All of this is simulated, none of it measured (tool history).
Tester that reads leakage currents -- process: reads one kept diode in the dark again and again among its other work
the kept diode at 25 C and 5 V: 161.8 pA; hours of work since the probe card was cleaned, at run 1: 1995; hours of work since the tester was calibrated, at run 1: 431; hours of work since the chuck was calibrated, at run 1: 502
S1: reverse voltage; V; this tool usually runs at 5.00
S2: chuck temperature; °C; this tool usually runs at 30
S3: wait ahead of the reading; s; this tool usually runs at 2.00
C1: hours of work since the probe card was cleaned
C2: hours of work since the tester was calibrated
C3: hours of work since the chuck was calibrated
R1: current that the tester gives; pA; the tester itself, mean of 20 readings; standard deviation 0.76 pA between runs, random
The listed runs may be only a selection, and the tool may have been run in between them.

| run | hour | S1 | S2 | S3 | C1 | C2 | C3 | R1 |
|---|---|---|---|---|---|---|---|---|
| 1 | 0.0 | 5.00 | 30 | 2.00 | 1995 | 431 | 502 | 272.75 |
| 2 | 18.9 | 5.00 | 30 | 2.00 | 2008 | 444 | 515 | 272.90 |
| 3 | 51.7 | 5.00 | 30 | 2.00 | 2031 | 467 | 538 | 274.64 |
| 4 | 79.1 | 5.00 | 30 | 2.00 | 2050 | 486 | 557 | 274.82 |
| 5 | 99.1 | 5.00 | 30 | 2.00 | 2064 | 500 | 571 | 276.63 |
| 6 | 127.6 | 5.00 | 30 | 2.00 | 2084 | 520 | 591 | 275.08 |
| 7 | 147.5 | 5.00 | 30 | 2.00 | 2098 | 534 | 605 | 278.63 |
| 8 | 184.4 | 5.00 | 30 | 2.00 | 2124 | 560 | 631 | 277.85 |
| 9 | 212.9 | 5.00 | 30 | 2.00 | 2144 | 579 | 651 | 279.74 |
| 10 | 229.6 | 5.00 | 32 | 2.00 | 2156 | 591 | 663 | 330.47 |
|  | 243.2 | chuck's temperature calibrated |
| 11 | 251.8 | 5.00 | 30 | 2.00 | 2170 | 605 | 6 | 253.77 |
| 12 | 282.8 | 5.00 | 30 | 2.00 | 2191 | 627 | 28 | 256.73 |
| 13 | 315.7 | 5.00 | 30 | 2.00 | 2214 | 650 | 51 | 255.23 |
| 14 | 340.1 | 5.00 | 30 | 2.00 | 2231 | 667 | 68 | 257.51 |
| 15 | 374.3 | 1.16 | 30 | 2.00 | 2255 | 691 | 92 | 107.98 |
| 16 | 401.1 | 5.00 | 33 | 2.25 | 2274 | 710 | 110 | 333.83 |
| 17 | 416.1 | 5.00 | 28 | 0.43 | 2285 | 720 | 121 | 219.38 |
| 18 | 452.6 | 14.21 | 26 | 2.33 | 2310 | 746 | 146 | 342.70 |
| 19 | 469.3 | 14.21 | 25 | 0.83 | 2322 | 757 | 158 | 321.35 |
| 20 | 503.2 | 14.21 | 25 | 0.83 | 2346 | 781 | 182 | 321.36 |
| 21 | 519.2 | 14.21 | 25 | 0.83 | 2357 | 792 | 193 | 322.48 |
| 22 | 554.0 | 4.26 | 30 | 2.00 | 2381 | 817 | 217 | 239.91 |
| 23 | 583.2 | 4.26 | 30 | 2.00 | 2401 | 837 | 238 | 239.45 |
| 24 | 618.4 | 2.82 | 27 | 2.00 | 2426 | 862 | 262 | 145.50 |
| 25 | 651.1 | 2.82 | 27 | 2.00 | 2449 | 885 | 285 | 146.08 |
| 26 | 671.9 | 2.82 | 27 | 2.00 | 2464 | 899 | 300 | 145.79 |

Consider 3 possible next runs. They are alternatives, not a sequence: every one starts from the tool as it was left by run 26. What does each give?
| A | 701.0 | 2.82 | 35 | 2.00 | 2484 | 920 | 320 | ? |
| B | 701.0 | 2.82 | 26 | 2.00 | 2484 | 920 | 320 | ? |
| C | 701.0 | 1.03 | 52 | 2.00 | 2484 | 920 | 320 | ? |

| run | R1 |
|---|---|
| A | 288.51 |
| B | 134.59 |
| C | 611.45 |
What these runs would have given with no unlogged condition in the tool:
| run | R1 |
|---|---|
| A | 274.40 |
| B | 126.72 |
| C | 587.41 |

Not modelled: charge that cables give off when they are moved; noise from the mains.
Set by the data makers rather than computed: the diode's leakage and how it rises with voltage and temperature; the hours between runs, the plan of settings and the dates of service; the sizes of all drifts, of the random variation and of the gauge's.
